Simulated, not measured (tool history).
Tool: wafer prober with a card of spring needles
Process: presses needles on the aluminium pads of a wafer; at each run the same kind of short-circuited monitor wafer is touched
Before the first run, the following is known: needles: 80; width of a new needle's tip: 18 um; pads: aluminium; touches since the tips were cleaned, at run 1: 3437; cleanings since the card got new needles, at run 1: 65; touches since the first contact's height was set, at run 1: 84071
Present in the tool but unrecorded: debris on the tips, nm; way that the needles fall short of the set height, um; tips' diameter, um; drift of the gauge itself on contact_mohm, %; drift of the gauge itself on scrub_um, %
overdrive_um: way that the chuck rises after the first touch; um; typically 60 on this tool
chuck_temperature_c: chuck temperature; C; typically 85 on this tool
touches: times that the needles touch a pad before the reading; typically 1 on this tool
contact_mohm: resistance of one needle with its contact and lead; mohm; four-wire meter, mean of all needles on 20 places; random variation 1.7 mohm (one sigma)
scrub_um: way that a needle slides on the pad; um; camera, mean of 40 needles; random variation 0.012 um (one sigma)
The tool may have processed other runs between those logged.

run	hour	overdrive_um	chuck_temperature_c	touches	touches since the tips were cleaned	cleanings since the card got new needles	touches since the first contact's height was set	contact_mohm	scrub_um
1	0.0	60	85	1	3437	65	84071	172	15.13
# hour 16.8: tips cleaned on abrasive film
# hour 43.7: tips cleaned on abrasive film
# hour 73.1: tips cleaned on abrasive film
2	73.1	60	85	1	0	68	101584	167	15.16
# hour 101.4: tips cleaned on abrasive film
# hour 132.5: tips cleaned on abrasive film
3	145.7	60	85	3	3170	70	118990	170	15.15
# hour 158.6: tips cleaned on abrasive film
# hour 176.5: height of the first contact set anew
# hour 189.4: tips cleaned on abrasive film
4	205.4	60	26	3	3846	72	6918	157	15.17
# hour 216.1: tips cleaned on abrasive film
# hour 241.9: tips cleaned on abrasive film
5	267.7	60	26	3	6194	74	21862	156	15.17
# hour 274.2: tips cleaned on abrasive film
# hour 301.4: tips cleaned on abrasive film
6	314.9	75	85	1	3258	76	33174	166	18.95
# hour 327.9: tips cleaned on abrasive film
# hour 355.5: tips cleaned on abrasive film
# hour 385.5: tips cleaned on abrasive film
7	388.0	75	85	1	606	79	50695	163	18.97
# hour 413.3: tips cleaned on abrasive film
# hour 440.7: tips cleaned on abrasive film
8	460.7	75	85	1	4807	81	68127	166	18.98
# hour 467.2: tips cleaned on abrasive film
# hour 496.3: tips cleaned on abrasive film
# hour 522.2: tips cleaned on abrasive film
9	541.0	60	85	1	4525	84	87372	171	15.18
# hour 553.1: tips cleaned on abrasive film
# hour 582.2: tips cleaned on abrasive film
10	604.0	43	85	1	5229	86	102473	183	10.90
# hour 610.1: tips cleaned on abrasive film
# hour 640.7: tips cleaned on abrasive film
# hour 668.7: tips cleaned on abrasive film
11	676.2	60	85	1	1790	89	119772	170	15.19
# hour 698.0: tips cleaned on abrasive film
# hour 698.3: height of the first contact set anew
# hour 727.3: tips cleaned on abrasive film
# hour 753.2: tips cleaned on abrasive film
12	758.8	60	85	1	1346	92	14493	170	15.21
# hour 782.6: tips cleaned on abrasive film
# hour 813.6: tips cleaned on abrasive film
# hour 839.9: tips cleaned on abrasive film
13	839.9	60	85	1	0	95	33926	169	15.22
# hour 869.2: tips cleaned on abrasive film
14	893.3	60	85	1	5782	96	46753	172	15.23
# hour 899.8: tips cleaned on abrasive film
# hour 931.5: tips cleaned on abrasive film
15	955.5	49	67	1	5768	98	61676	172	12.42
# hour 962.1: tips cleaned on abrasive film
# hour 992.9: tips cleaned on abrasive film
# hour 1023.7: tips cleaned on abrasive film
16	1046.8	60	87	2	5560	101	83564	170	15.25
# hour 1052.0: tips cleaned on abrasive film
# hour 1081.6: tips cleaned on abrasive film
# hour 1112.7: tips cleaned on abrasive film
17	1123.9	50	64	2	2679	104	102030	169	12.72
# hour 1139.7: tips cleaned on abrasive film
# hour 1170.4: tips cleaned on abrasive film
18	1188.3	54	45	2	4311	106	117498	165	13.73
# hour 1200.8: tips cleaned on abrasive film
# hour 1220.5: height of the first contact set anew
# hour 1233.4: tips cleaned on abrasive film
# hour 1264.6: tips cleaned on abrasive film
19	1276.4	60	43	1	2844	109	13399	162	15.29
# hour 1295.6: tips cleaned on abrasive film
# hour 1326.4: tips cleaned on abrasive film
20	1333.8	60	34	3	1794	111	27176	160	15.24
# hour 1354.6: tips cleaned on abrasive film
# hour 1385.7: tips cleaned on abrasive film
# hour 1414.4: tips cleaned on abrasive film
21	1424.6	60	34	3	2463	114	48949	157	15.29
# hour 1444.1: tips cleaned on abrasive film
# hour 1473.4: tips cleaned on abrasive film
22	1473.4	60	85	1	0	116	60634	169	15.29
# hour 1502.4: tips cleaned on abrasive film
# hour 1532.3: tips cleaned on abrasive film
# hour 1559.3: tips cleaned on abrasive film
23	1574.0	58	57	3	3538	119	84749	163	14.83
# hour 1586.9: tips cleaned on abrasive film
# hour 1617.4: tips cleaned on abrasive film
24	1638.7	55	62	1	5115	121	100265	167	14.03
# hour 1645.2: tips cleaned on abrasive film
# hour 1676.6: tips cleaned on abrasive film
# hour 1708.3: tips cleaned on abrasive film
25	1719.4	55	76	2	2678	124	119620	169	14.03
# hour 1736.2: tips cleaned on abrasive film
# hour 1748.6: height of the first contact set anew
# hour 1767.0: tips cleaned on abrasive film
# hour 1796.7: tips cleaned on abrasive film
26	1796.7	63	37	2	0	127	11533	156	16.10
# hour 1825.6: tips cleaned on abrasive film
27	1847.9	66	44	2	5363	128	23829	157	16.90
# hour 1852.9: tips cleaned on abrasive film
# hour 1881.1: tips cleaned on abrasive film
# hour 1909.8: tips cleaned on abrasive film
28	1933.7	66	44	2	5770	131	44402	160	16.86

Here are 5 independent what-if runs from the current tool condition. What would each one return?
# hour 1939.5: tips cleaned on abrasive film
# hour 1970.3: tips cleaned on abrasive film
A	1990.1	66	55	2	4762	133	57906	?	?
# hour 1939.5: tips cleaned on abrasive film
# hour 1970.3: tips cleaned on abrasive film
B	1990.1	45	85	1	4762	133	57906	?	?
# hour 1939.5: tips cleaned on abrasive film
# hour 1970.3: tips cleaned on abrasive film
C	1990.1	66	71	2	4762	133	57906	?	?
# hour 1939.5: tips cleaned on abrasive film
# hour 1970.3: tips cleaned on abrasive film
D	1990.1	75	85	1	4762	133	57906	?	?
# hour 1939.5: tips cleaned on abrasive film
# hour 1970.3: tips cleaned on abrasive film
E	1990.1	63	38	2	4762	133	57906	?	?

run	contact_mohm	scrub_um
A	162	16.90
B	180	11.50
C	164	16.87
D	162	19.19
E	159	16.10
Without the tool's hidden state the same runs would have given:
run	contact_mohm	scrub_um
A	162	16.66
B	179	11.34
C	164	16.63
D	162	18.92
E	159	15.88
